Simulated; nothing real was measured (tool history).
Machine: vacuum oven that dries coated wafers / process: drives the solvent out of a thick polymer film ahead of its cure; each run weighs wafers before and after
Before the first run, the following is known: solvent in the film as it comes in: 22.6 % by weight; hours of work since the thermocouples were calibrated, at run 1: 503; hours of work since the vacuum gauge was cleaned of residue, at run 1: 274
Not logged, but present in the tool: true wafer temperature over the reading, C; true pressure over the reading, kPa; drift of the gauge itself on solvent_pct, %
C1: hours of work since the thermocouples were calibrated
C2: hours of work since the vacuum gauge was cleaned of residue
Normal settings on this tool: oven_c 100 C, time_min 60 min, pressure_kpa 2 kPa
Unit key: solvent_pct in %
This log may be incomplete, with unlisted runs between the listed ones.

{"run": 1, "day": 0.0, "oven_c": 100, "time_min": 60, "pressure_kpa": 2, "C1": 503, "C2": 274, "solvent_pct": 2.72}
{"run": 2, "day": 0.742, "oven_c": 100, "time_min": 60, "pressure_kpa": 2, "C1": 512, "C2": 282, "solvent_pct": 2.72}
{"run": 3, "day": 1.942, "oven_c": 100, "time_min": 60, "pressure_kpa": 2, "C1": 526, "C2": 296, "solvent_pct": 2.73}
{"run": 4, "day": 2.938, "oven_c": 100, "time_min": 60, "pressure_kpa": 2, "C1": 537, "C2": 307, "solvent_pct": 2.75}
{"run": 5, "day": 3.65, "oven_c": 100, "time_min": 60, "pressure_kpa": 2, "C1": 545, "C2": 316, "solvent_pct": 2.74}
{"run": 6, "day": 4.758, "oven_c": 106, "time_min": 60, "pressure_kpa": 2, "C1": 558, "C2": 328, "solvent_pct": 1.41}
{"run": 7, "day": 5.367, "oven_c": 106, "time_min": 60, "pressure_kpa": 2, "C1": 565, "C2": 335, "solvent_pct": 1.43}
{"run": 8, "day": 6.504, "oven_c": 106, "time_min": 60, "pressure_kpa": 2, "C1": 578, "C2": 348, "solvent_pct": 1.4}
{"run": 9, "day": 7.296, "oven_c": 114, "time_min": 44, "pressure_kpa": 1.22, "C1": 587, "C2": 358, "solvent_pct": 0.65}
{"run": 10, "day": 8.55, "oven_c": 114, "time_min": 44, "pressure_kpa": 1.22, "C1": 602, "C2": 372, "solvent_pct": 0.66}
{"run": 11, "day": 9.783, "oven_c": 114, "time_min": 44, "pressure_kpa": 4.13, "C1": 616, "C2": 386, "solvent_pct": 1.61}
{"run": 12, "day": 11.138, "oven_c": 95, "time_min": 31, "pressure_kpa": 2, "C1": 632, "C2": 402, "solvent_pct": 8.52}
{"run": 13, "day": 12.354, "oven_c": 93, "time_min": 31, "pressure_kpa": 2.65, "C1": 646, "C2": 416, "solvent_pct": 9.68}

3 options for the next run, each taken on its own from the tool as it stands now. Forecast them:
{"run": "A", "day": 12.933, "oven_c": 102, "time_min": 37, "pressure_kpa": 4.75, "C1": 652, "C2": 422, "solvent_pct": "?"}
{"run": "B", "day": 12.933, "oven_c": 93, "time_min": 31, "pressure_kpa": 1.79, "C1": 652, "C2": 422, "solvent_pct": "?"}
{"run": "C", "day": 12.933, "oven_c": 94, "time_min": 68, "pressure_kpa": 2, "C1": 652, "C2": 422, "solvent_pct": "?"}

run=A solvent_pct=5.45
run=B solvent_pct=9.37
run=C solvent_pct=4.29
Without the tool's unlogged condition, the same runs would have read:
run=A solvent_pct=5.8
run=B solvent_pct=9.76
run=C solvent_pct=4.61

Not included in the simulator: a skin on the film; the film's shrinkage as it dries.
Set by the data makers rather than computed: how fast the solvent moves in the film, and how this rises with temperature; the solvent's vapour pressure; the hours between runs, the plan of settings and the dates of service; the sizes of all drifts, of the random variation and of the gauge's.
